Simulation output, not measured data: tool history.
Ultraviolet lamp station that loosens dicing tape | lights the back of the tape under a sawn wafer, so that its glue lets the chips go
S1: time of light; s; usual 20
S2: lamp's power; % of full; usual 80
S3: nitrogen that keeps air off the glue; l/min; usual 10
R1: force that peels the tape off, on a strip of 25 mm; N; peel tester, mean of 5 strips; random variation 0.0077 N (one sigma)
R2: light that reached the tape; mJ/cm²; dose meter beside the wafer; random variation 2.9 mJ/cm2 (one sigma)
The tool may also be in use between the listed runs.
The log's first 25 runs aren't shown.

| run | hour | S1 | S2 | S3 | R1 | R2 |
|---|---|---|---|---|---|---|
| 26 | 218.4 | 11 | 87 | 12 | 1.176 | 231 |
| 27 | 227.7 | 27 | 92 | 11 | 0.114 | 609 |
| 28 | 235.4 | 27 | 92 | 11 | 0.118 | 599 |
| 29 | 243.4 | 21 | 75 | 6 | 0.75 | 382 |
| 30 | 252.5 | 20 | 80 | 7 | 0.603 | 392 |
| 31 | 258.4 | 20 | 80 | 7 | 0.58 | 391 |
| 32 | 264.8 | 20 | 80 | 6 | 0.705 | 387 |
| 33 | 271.8 | 22 | 84 | 6 | 0.472 | 449 |
| 34 | 279.3 | 22 | 84 | 6 | 0.49 | 448 |
| 35 | 285.3 | 21 | 63 | 5 | 1.377 | 319 |
| 36 | 290.4 | 15 | 83 | 10 | 0.784 | 300 |
| 37 | 301.3 | 14 | 61 | 3 | 3.849 | 201 |
| 38 | 312.1 | 14 | 63 | 3 | 3.589 | 211 |
| 39 | 318.9 | 14 | 63 | 3 | 3.593 | 213 |
| 40 | 324.2 | 14 | 63 | 3 | 3.553 | 210 |
| 41 | 328.9 | 14 | 76 | 8 | 1.373 | 259 |
| 42 | 334.6 | 24 | 77 | 9 | 0.315 | 437 |
| 43 | 345.7 | 24 | 77 | 9 | 0.308 | 439 |
| 44 | 356.7 | 24 | 75 | 9 | 0.324 | 433 |

Forecast each of these 4 alternatives for the next run:
| A | 361.7 | 22 | 75 | 5 | ? | ? |
| B | 361.7 | 10 | 73 | 3 | ? | ? |
| C | 361.7 | 24 | 61 | 9 | ? | ? |
| D | 361.7 | 18 | 70 | 3 | ? | ? |

| run | R1 | R2 |
|---|---|---|
| A | 0.833 | 397 |
| B | 4.475 | 171 |
| C | 0.599 | 348 |
| D | 2.31 | 304 |
Without the tool's hidden state the same runs would have given:
| run | R1 | R2 |
|---|---|---|
| A | 0.619 | 446 |
| B | 3.98 | 193 |
| C | 0.431 | 391 |
| D | 1.892 | 341 |
